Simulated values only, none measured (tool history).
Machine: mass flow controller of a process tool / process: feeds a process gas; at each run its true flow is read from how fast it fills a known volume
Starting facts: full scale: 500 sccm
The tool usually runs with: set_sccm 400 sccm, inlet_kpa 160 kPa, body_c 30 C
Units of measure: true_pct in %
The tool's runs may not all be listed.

run,hour,set_sccm,inlet_kpa,body_c,true_pct
1,0.0,400,160,30,95.65
2,53.1,400,160,24,96.17
3,102.1,400,160,30,95.54
4,183.6,400,160,30,95.45
5,234.1,400,160,30,95.43
6,296.9,400,160,27,95.83
7,353.1,400,160,27,95.77
8,412.1,400,160,27,95.70
9,478.7,400,154,30,95.37
10,517.0,400,160,30,95.34
11,567.6,400,160,30,95.23
# hour 602.1: controller exchanged for a calibrated one
12,625.7,400,160,30,99.78
13,667.3,67,160,30,99.04
14,706.3,67,160,30,98.75
15,743.6,400,160,30,99.49
16,808.5,400,160,30,99.59
17,887.7,400,160,27,99.99
18,925.4,400,160,27,99.85
19,983.1,400,160,27,99.81
20,1054.8,400,160,23,100.17
21,1107.1,282,180,26,99.54
22,1152.1,145,261,21,99.57
23,1224.2,400,160,20,100.53
24,1258.0,216,188,38,97.94

Estimate the outcome of run 25 from the log above:
25,1293.0,216,188,38,?

{"run 25": {"true_pct": 98.05}}
With the hidden condition absent and the run-to-run variation left alone, this run would have shown true_pct 98.21 %.
